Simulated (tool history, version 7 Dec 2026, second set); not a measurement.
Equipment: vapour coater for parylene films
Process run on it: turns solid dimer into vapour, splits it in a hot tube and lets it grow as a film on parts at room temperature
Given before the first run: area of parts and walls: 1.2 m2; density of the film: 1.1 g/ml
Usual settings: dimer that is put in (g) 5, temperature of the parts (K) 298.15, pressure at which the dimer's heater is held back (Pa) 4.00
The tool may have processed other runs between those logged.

run   hour  dimer that is put in (g)  temperature of the parts (K)  pressure at which the dimer's heater is held back (Pa)  thickness of the film (nm)
  1    0.0                         5                        298.15                                                    4.00                        2960
  2   14.8                         6                        298.15                                                    4.00                        3520
  3   35.4                         5                        304.15                                                    4.00                        2210
  4   50.4                         5                        298.15                                                    7.21                        2770
  5   76.8                         5                        298.15                                                    7.21                        2820
  6   94.7                         5                        298.15                                                    7.21                        2740
  7  124.9                         4                        298.15                                                    4.00                        2340
  8  147.1                         8                        298.15                                                    4.00                        4680
  9  167.5                         8                        298.15                                                    4.00                        4720
 10  186.9                         5                        298.15                                                    4.00                        2930
 11  217.3                         5                        298.15                                                    4.00                        2950
 12  237.5                         5                        298.15                                                    4.00                        2960
 13  264.4                         5                        298.15                                                    4.00                        2950
 14  292.3                         4                        298.15                                                    4.00                        2340
 15  321.6                         5                        301.15                                                    4.00                        2590
 16  346.7                         5                        301.15                                                    4.00                        2610
 17  370.2                         5                        298.15                                                    8.58                        2720
 18  399.6                         5                        298.15                                                    8.58                        2770
 19  412.2                         5                        298.15                                                    8.58                        2690
 20  433.2                         5                        293.15                                                    4.00                        3740
 21  447.7                         5                        293.15                                                    4.00                        3670
 22  467.6                         3                        290.15                                                    4.26                        2210
 23  493.7                         3                        290.15                                                    4.26                        2200
 24  521.8                         4                        293.15                                                    4.00                        2980
 25  550.0                         5                        309.15                                                   10.49                        1640
 26  565.3                         5                        307.15                                                    7.53                        1900
 27  584.7                         7                        305.15                                                   11.36                        2730
 28  605.1                         2                        299.15                                                    4.00                        1120
 29  621.6                         5                        297.15                                                    2.27                        3230
 30  637.3                         4                        295.15                                                    2.51                        2840
 31  658.9                         4                        304.15                                                    3.59                        1830
 32  677.1                         2                        297.15                                                    9.08                        1150
 33  708.4                         2                        297.15                                                    9.08                        1150
 34  732.9                         2                        297.15                                                    9.08                        1150
 35  759.5                         3                        300.15                                                    3.57                        1630
 36  786.3                         5                        291.15                                                    7.98                        3680
 37  812.0                         8                        291.15                                                    4.25                        5900
 38  833.3                         8                        291.15                                                    4.25                        5980
 39  860.1                         4                        298.15                                                    8.88                        2210
 40  875.0                         4                        298.15                                                    8.88                        2210

Not shown here: 2 entries made in the log between runs. Locate each between two listed runs and compare the hidden state at the listed run before it with the hidden state at the listed run after it:
From run 15 to run 16: trap's valve overhauled (hour 344.1)
  vapour lost through the trap's worn valve, %: 0.3 -> 0
From run 32 to run 33: trap's valve overhauled (hour 694.4)
  vapour lost through the trap's worn valve, %: 0.3 -> 0

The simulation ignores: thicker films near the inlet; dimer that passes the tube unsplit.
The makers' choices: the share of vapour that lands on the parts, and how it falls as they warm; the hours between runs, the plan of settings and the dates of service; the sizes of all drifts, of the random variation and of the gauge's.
